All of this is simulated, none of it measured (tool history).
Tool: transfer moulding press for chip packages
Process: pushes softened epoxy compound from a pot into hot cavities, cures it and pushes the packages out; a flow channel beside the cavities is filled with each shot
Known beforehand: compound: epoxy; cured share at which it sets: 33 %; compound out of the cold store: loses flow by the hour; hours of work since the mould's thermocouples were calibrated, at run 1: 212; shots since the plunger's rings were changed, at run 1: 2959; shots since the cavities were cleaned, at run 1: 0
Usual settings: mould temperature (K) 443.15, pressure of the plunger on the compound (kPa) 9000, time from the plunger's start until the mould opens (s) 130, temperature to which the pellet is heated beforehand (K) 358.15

run   hour  mould temperature (K)  pressure of the plunger on the compound (kPa)  time from the plunger's start until the mould opens (s)  temperature to which the pellet is heated beforehand (K)  hours of work since the mould's thermocouples were calibrated  shots since the plunger's rings were changed  shots since the cavities were cleaned  incoming compound's hours out of the cold store  length that the compound runs in the flow channel (mm)  greatest force on the pins that push the packages out (N)
  1    0.0                 443.15                                           9000                                                      130                                                    358.15                                                            212                                          2959                                      0                                             19.5                                                     589                                                        399
  2   10.9                 443.15                                           9000                                                      130                                                    358.15                                                            219                                          3053                                     94                                             37.2                                                     556                                                        449
  3   18.9                 443.15                                           9390                                                      130                                                    358.15                                                            224                                          3122                                    163                                             34.5                                                     570                                                        448
      23.6  -- plunger's sealing rings changed
  4   32.7                 443.15                                           9390                                                      130                                                    358.15                                                            231                                            78                                    260                                             23.8                                                     606                                                        517
  5   43.6                 444.15                                           9000                                                      130                                                    358.15                                                            238                                           172                                    354                                             26.9                                                     586                                                        496
  6   54.4                 444.15                                           9000                                                      130                                                    358.15                                                            244                                           265                                    447                                             33.0                                                     576                                                        514
      59.5  -- cavities cleaned with cleaning compound and waxed
  7   62.3                 444.15                                           9000                                                      130                                                    358.15                                                            248                                           320                                     24                                             22.2                                                     594                                                        384
  8   69.2                 443.15                                           9000                                                      130                                                    358.15                                                            252                                           379                                     83                                             27.4                                                     587                                                        455
      72.1  -- mould's thermocouples calibrated
  9   80.6                 443.15                                           9000                                                      141                                                    352.15                                                              5                                           461                                    165                                             17.6                                                     607                                                        456
 10   86.8                 443.15                                          10330                                                      153                                                    352.15                                                              9                                           514                                    218                                             37.8                                                     609                                                        427
 11   93.3                 443.15                                          10330                                                      129                                                    358.15                                                             13                                           570                                    274                                             35.6                                                     616                                                        509
 12  102.2                 447.15                                           9750                                                      164                                                    368.15                                                             18                                           646                                    350                                             30.5                                                     595                                                        451
 13  108.4                 437.15                                           9000                                                      130                                                    358.15                                                             22                                           700                                    404                                             21.0                                                     614                                                        862
     113.7  -- mould's thermocouples calibrated, once more
     121.3  -- cavities cleaned with cleaning compound and waxed
 14  121.3                 441.15                                           9000                                                      130                                                    358.15                                                              4                                           780                                      0                                             11.5                                                     620                                                        448
 15  127.8                 441.15                                           9000                                                      130                                                    358.15                                                              8                                           837                                     57                                             22.1                                                     598                                                        476
 16  133.0                 443.15                                          10790                                                      130                                                    351.15                                                             11                                           881                                    101                                             24.8                                                     645                                                        437

For each entry between runs, how does the tool's hidden state at the last listed run before it compare with that at the first listed run after it?
Logged between run 3 and run 4: plunger's sealing rings changed (hour 23.6)
  true mould temperature over the reading, C: -0.42 -> -0.44; pressure that reaches the compound, % of what is set: 94.96 -> 99.88; grip of the stained cavities, % over clean ones': 18.5 -> 26.9
  measured result minus the result with no hidden state, length that the compound runs in the flow channel (mm): -14 -> +1; greatest force on the pins that push the packages out (N): +77 -> +118
Logged between run 6 and run 7: cavities cleaned with cleaning compound and waxed (hour 59.5)
  true mould temperature over the reading, C: -0.47 -> -0.48; pressure that reaches the compound, % of what is set: 99.6 -> 99.52; grip of the stained cavities, % over clean ones': 40 -> 4
  measured result minus the result with no hidden state, length that the compound runs in the flow channel (mm): +0 -> +0; greatest force on the pins that push the packages out (N): +152 -> +22
Logged between run 8 and run 9: mould's thermocouples calibrated (hour 72.1)
  true mould temperature over the reading, C: -0.49 -> -0.82; pressure that reaches the compound, % of what is set: 99.44 -> 99.32; grip of the stained cavities, % over clean ones': 10.5 -> 18.8
  measured result minus the result with no hidden state, length that the compound runs in the flow channel (mm): +0 -> +0; greatest force on the pins that push the packages out (N): +52 -> +82
Logged between run 13 and run 14: mould's thermocouples calibrated, once more (hour 113.7); cavities cleaned with cleaning compound and waxed (hour 121.3)
  true mould temperature over the reading, C: -0.86 -> 0; pressure that reaches the compound, % of what is set: 98.96 -> 98.85; grip of the stained cavities, % over clean ones': 37.3 -> 0.8
  measured result minus the result with no hidden state, length that the compound runs in the flow channel (mm): -1 -> -3; greatest force on the pins that push the packages out (N): +280 -> +4
